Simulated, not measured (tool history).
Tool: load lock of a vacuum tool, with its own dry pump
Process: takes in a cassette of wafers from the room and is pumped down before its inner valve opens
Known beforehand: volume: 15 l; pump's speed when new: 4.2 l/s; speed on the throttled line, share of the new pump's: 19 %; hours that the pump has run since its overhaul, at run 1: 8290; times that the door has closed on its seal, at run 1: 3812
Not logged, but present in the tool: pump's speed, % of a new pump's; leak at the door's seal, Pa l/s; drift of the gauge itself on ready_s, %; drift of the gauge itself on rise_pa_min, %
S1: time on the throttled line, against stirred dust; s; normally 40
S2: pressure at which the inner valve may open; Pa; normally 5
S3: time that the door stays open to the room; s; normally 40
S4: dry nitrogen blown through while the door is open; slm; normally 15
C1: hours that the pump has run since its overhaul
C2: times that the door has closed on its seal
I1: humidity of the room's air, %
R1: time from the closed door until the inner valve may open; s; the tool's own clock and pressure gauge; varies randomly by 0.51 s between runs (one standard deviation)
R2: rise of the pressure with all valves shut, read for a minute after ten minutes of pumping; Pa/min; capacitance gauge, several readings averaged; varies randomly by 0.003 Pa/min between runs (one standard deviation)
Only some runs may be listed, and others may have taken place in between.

{"run": 1, "day": 0.0, "S1": 40, "S2": 5, "S3": 40, "S4": 15, "C1": 8290, "C2": 3812, "I1": 47.2, "R1": 72.8, "R2": 0.056}
{"run": 2, "day": 7.271, "S1": 39, "S2": 5, "S3": 40, "S4": 15, "C1": 8464, "C2": 4111, "I1": 46.6, "R1": 71.5, "R2": 0.048}
{"run": 3, "day": 17.954, "S1": 39, "S2": 5, "S3": 40, "S4": 15, "C1": 8721, "C2": 4549, "I1": 43.4, "R1": 72.3, "R2": 0.055}
{"run": 4, "day": 30.212, "S1": 40, "S2": 5, "S3": 40, "S4": 15, "C1": 9015, "C2": 5053, "I1": 43.7, "R1": 73.3, "R2": 0.054}
{"run": 5, "day": 38.721, "S1": 40, "S2": 5, "S3": 40, "S4": 15, "C1": 9219, "C2": 5402, "I1": 42.4, "R1": 73.0, "R2": 0.05}
{"run": 6, "day": 50.883, "S1": 40, "S2": 4, "S3": 40, "S4": 15, "C1": 9511, "C2": 5901, "I1": 46.2, "R1": 74.0, "R2": 0.059}
{"run": 7, "day": 60.7, "S1": 40, "S2": 4, "S3": 40, "S4": 15, "C1": 9747, "C2": 6304, "I1": 43.2, "R1": 74.0, "R2": 0.056}
{"run": 8, "day": 69.338, "S1": 40, "S2": 4, "S3": 40, "S4": 15, "C1": 9954, "C2": 6659, "I1": 43.7, "R1": 73.5, "R2": 0.058}
{"run": 9, "day": 81.879, "S1": 40, "S2": 4, "S3": 40, "S4": 15, "C1": 10255, "C2": 7174, "I1": 47.0, "R1": 74.7, "R2": 0.064}
{"run": 10, "day": 91.288, "S1": 40, "S2": 4, "S3": 40, "S4": 15, "C1": 10481, "C2": 7561, "I1": 47.0, "R1": 75.3, "R2": 0.056}
{"run": 11, "day": 100.475, "S1": 40, "S2": 5, "S3": 40, "S4": 14, "C1": 10701, "C2": 7938, "I1": 42.3, "R1": 73.9, "R2": 0.062}
{"run": 12, "day": 107.417, "S1": 40, "S2": 5, "S3": 217, "S4": 14, "C1": 10868, "C2": 8223, "I1": 43.0, "R1": 74.7, "R2": 0.114}
{"run": 13, "day": 116.133, "S1": 71, "S2": 5, "S3": 217, "S4": 14, "C1": 11077, "C2": 8581, "I1": 48.8, "R1": 99.4, "R2": 0.123}
{"run": 14, "day": 124.108, "S1": 71, "S2": 5, "S3": 217, "S4": 14, "C1": 11268, "C2": 8908, "I1": 46.5, "R1": 99.3, "R2": 0.118}
{"run": 15, "day": 135.304, "S1": 71, "S2": 5, "S3": 217, "S4": 14, "C1": 11537, "C2": 9368, "I1": 45.6, "R1": 98.6, "R2": 0.118}
{"run": 16, "day": 144.733, "S1": 40, "S2": 5, "S3": 40, "S4": 15, "C1": 11763, "C2": 9755, "I1": 48.9, "R1": 75.2, "R2": 0.065}
{"run": 17, "day": 153.35, "S1": 40, "S2": 5, "S3": 40, "S4": 15, "C1": 11970, "C2": 10109, "I1": 43.9, "R1": 74.5, "R2": 0.058}
{"run": 18, "day": 158.95, "S1": 40, "S2": 5, "S3": 40, "S4": 15, "C1": 12105, "C2": 10339, "I1": 40.9, "R1": 75.0, "R2": 0.064}
{"run": 19, "day": 168.7, "S1": 40, "S2": 5, "S3": 40, "S4": 20, "C1": 12339, "C2": 10739, "I1": 47.1, "R1": 75.5, "R2": 0.064}
{"run": 20, "day": 179.821, "S1": 40, "S2": 5, "S3": 40, "S4": 20, "C1": 12606, "C2": 11196, "I1": 45.5, "R1": 74.5, "R2": 0.06}
{"run": 21, "day": 186.775, "S1": 50, "S2": 5, "S3": 40, "S4": 15, "C1": 12772, "C2": 11481, "I1": 47.4, "R1": 83.5, "R2": 0.071}
{"run": 22, "day": 194.996, "S1": 50, "S2": 5, "S3": 40, "S4": 15, "C1": 12970, "C2": 11819, "I1": 46.0, "R1": 82.9, "R2": 0.071}
{"run": 23, "day": 201.325, "S1": 21, "S2": 5, "S3": 40, "S4": 15, "C1": 13122, "C2": 12079, "I1": 47.6, "R1": 59.8, "R2": 0.075}
{"run": 24, "day": 212.146, "S1": 21, "S2": 5, "S3": 40, "S4": 15, "C1": 13381, "C2": 12523, "I1": 45.3, "R1": 60.3, "R2": 0.078}
{"run": 25, "day": 222.329, "S1": 21, "S2": 5, "S3": 40, "S4": 15, "C1": 13626, "C2": 12941, "I1": 41.0, "R1": 61.2, "R2": 0.072}
{"day": 223.921, "done": "dry pump taken out, an overhauled one fitted"}
{"run": 26, "day": 229.379, "S1": 30, "S2": 8, "S3": 40, "S4": 15, "C1": 131, "C2": 13221, "I1": 47.3, "R1": 58.4, "R2": 0.073}
{"run": 27, "day": 238.446, "S1": 30, "S2": 7, "S3": 40, "S4": 15, "C1": 349, "C2": 13593, "I1": 45.1, "R1": 58.2, "R2": 0.074}
{"run": 28, "day": 247.8, "S1": 37, "S2": 7, "S3": 40, "S4": 14, "C1": 573, "C2": 13977, "I1": 45.6, "R1": 63.8, "R2": 0.083}
{"run": 29, "day": 258.354, "S1": 37, "S2": 7, "S3": 25, "S4": 5, "C1": 826, "C2": 14410, "I1": 45.4, "R1": 64.9, "R2": 0.092}
{"run": 30, "day": 268.121, "S1": 37, "S2": 5, "S3": 234, "S4": 34, "C1": 1061, "C2": 14811, "I1": 45.2, "R1": 66.5, "R2": 0.092}
{"run": 31, "day": 273.642, "S1": 40, "S2": 5, "S3": 160, "S4": 15, "C1": 1193, "C2": 15038, "I1": 44.3, "R1": 69.4, "R2": 0.114}
{"run": 32, "day": 285.217, "S1": 40, "S2": 5, "S3": 152, "S4": 15, "C1": 1471, "C2": 15513, "I1": 45.2, "R1": 70.0, "R2": 0.122}
{"run": 33, "day": 292.85, "S1": 73, "S2": 5, "S3": 40, "S4": 33, "C1": 1654, "C2": 15827, "I1": 45.4, "R1": 94.9, "R2": 0.068}
{"run": 34, "day": 298.292, "S1": 40, "S2": 8, "S3": 48, "S4": 15, "C1": 1785, "C2": 16050, "I1": 42.5, "R1": 67.6, "R2": 0.087}
{"run": 35, "day": 311.446, "S1": 40, "S2": 8, "S3": 48, "S4": 15, "C1": 2101, "C2": 16590, "I1": 47.4, "R1": 67.3, "R2": 0.087}
{"run": 36, "day": 318.258, "S1": 24, "S2": 6, "S3": 119, "S4": 7, "C1": 2264, "C2": 16870, "I1": 44.2, "R1": 55.7, "R2": 0.137}
{"run": 37, "day": 330.3, "S1": 24, "S2": 6, "S3": 119, "S4": 7, "C1": 2553, "C2": 17364, "I1": 44.9, "R1": 55.5, "R2": 0.142}

For some of the steps in R1 from one run to the next: how much would appear even if the tool had no hidden state, given the settings, what came in and random variation, and how much remains for the hidden state plus any gauge scatter that the measured result and the result without hidden state don't share?
Run 12 -> 13: S1 40 -> 71. R1 +24.7 s: hidden state -0.9, all else +25.6.
Run 15 -> 16: S1 71 -> 40, S3 217 -> 40, S4 14 -> 15. R1 -23.4 s: hidden state +1.3, all else -24.7.
Run 22 -> 23: S1 50 -> 21. R1 -23.1 s: hidden state +1.4, all else -24.5.
Run 25 -> 26: S1 21 -> 30, S2 5 -> 8, dry pump taken out, an overhauled one fitted. R1 -2.8 s: hidden state -8.5, all else +5.7.
Run 32 -> 33: S1 40 -> 73, S3 152 -> 40, S4 15 -> 33. R1 +24.9 s: hidden state +0.1, all else +24.8.
Run 33 -> 34: S1 73 -> 40, S2 5 -> 8, S3 40 -> 48, S4 33 -> 15. R1 -27.3 s: hidden state +0.0, all else -27.3.
